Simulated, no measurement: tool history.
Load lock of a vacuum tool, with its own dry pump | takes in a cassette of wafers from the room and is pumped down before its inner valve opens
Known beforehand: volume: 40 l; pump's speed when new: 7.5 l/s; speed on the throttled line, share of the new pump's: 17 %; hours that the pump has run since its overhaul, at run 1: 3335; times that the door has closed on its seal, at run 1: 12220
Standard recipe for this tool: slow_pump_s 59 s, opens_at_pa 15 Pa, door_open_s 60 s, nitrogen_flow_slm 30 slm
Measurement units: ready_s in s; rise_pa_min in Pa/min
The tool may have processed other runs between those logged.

run,hour,slow_pump_s,opens_at_pa,door_open_s,nitrogen_flow_slm,hours that the pump has run since its overhaul,times that the door has closed on its seal,"incoming humidity of the room's air, %",ready_s,rise_pa_min
1,0,59,15,60,30,3335,12220,44.2,100,0.135
2,139.4,59,15,60,10,3474,12803,46.8,98.3,0.166
3,236.6,59,23,60,30,3572,13210,42.6,96.7,0.147
4,355.7,59,23,60,30,3691,13708,45.3,98,0.149
5,474.3,59,23,60,30,3809,14204,47.4,96.4,0.155
6,617,59,23,218,30,3952,14800,47.3,97,0.216
7,734.3,59,23,218,30,4069,15291,44.5,96.6,0.215
8,914.3,59,23,162,30,4249,16044,44.6,96.3,0.205
9,1032,59,23,162,30,4367,16536,48.8,97.8,0.214
10,1131,59,23,162,30,4466,16950,40.8,97.9,0.21
11,1246.3,59,23,162,30,4581,17432,45.4,96,0.223
12,1413.7,59,23,162,30,4749,18132,46.7,97.4,0.234
13,1557.5,59,23,162,30,4892,18733,45.5,97.3,0.242
14,1684.7,59,23,162,30,5020,19265,44.1,99,0.245
15,1856.4,59,15,60,30,5191,19983,47.7,100.3,0.224
16,2023.2,59,15,60,30,5358,20681,45.7,101.4,0.231
17,2097.8,59,15,60,30,5433,20993,45.6,100.1,0.229
18,2181.3,59,15,137,11,5516,21342,47.6,101.2,0.307
19,2280.9,32,15,143,11,5616,21758,45.5,79.1,0.305
20,2453.9,32,15,143,11,5789,22482,44.1,78.1,0.308
21,2592.7,59,20,60,4,5928,23062,45,99.3,0.282
22,2764.2,59,20,40,5,6099,23779,43.8,98.6,0.266
23,2926.8,59,20,40,5,6262,24459,45.6,99.8,0.288
24,3071.1,56,27,33,42,6406,25063,46,95,0.266
25,3152.6,56,27,33,42,6488,25403,45.9,95.5,0.265
26,3254.7,56,27,33,42,6590,25830,43,94.9,0.271
27,3396.6,56,27,33,42,6732,26424,42,94.8,0.278
28,3538,84,10,80,28,6873,27015,43.7,123.9,0.314
29,3634.4,84,10,80,28,6969,27418,49.6,123.7,0.333
30,3783.1,84,27,52,12,7118,28040,43.3,118.6,0.333
31,3873.2,84,22,61,12,7208,28417,46,121,0.345
32,4039,84,22,109,10,7374,29110,46.5,120.8,0.391

Some steps in ready_s, run to run, broken into two amounts with sign: the step expected even without the hidden condition (settings, incoming material, random variation), and the rest, left for the hidden condition together with whatever gauge scatter is not in both the measured and the hidden-condition-free result:
The hidden state here: pump's speed, % of a new pump's; leak at the door's seal, Pa l/s; drift of the gauge itself on ready_s, %; drift of the gauge itself on rise_pa_min, %.
Run 18 -> 19: slow_pump_s 59 -> 32, door_open_s 137 -> 143. ready_s -22.1 s: hidden state +0.7, all else -22.8.
Run 20 -> 21: slow_pump_s 32 -> 59, opens_at_pa 15 -> 20, door_open_s 143 -> 60, nitrogen_flow_slm 11 -> 4. ready_s +21.2 s: hidden state -0.7, all else +21.9.
Run 27 -> 28: slow_pump_s 56 -> 84, opens_at_pa 27 -> 10, door_open_s 33 -> 80, nitrogen_flow_slm 42 -> 28. ready_s +29.1 s: hidden state +0.2, all else +28.9.
Run 29 -> 30: opens_at_pa 10 -> 27, door_open_s 80 -> 52, nitrogen_flow_slm 28 -> 12. ready_s -5.1 s: hidden state -0.7, all else -4.4.
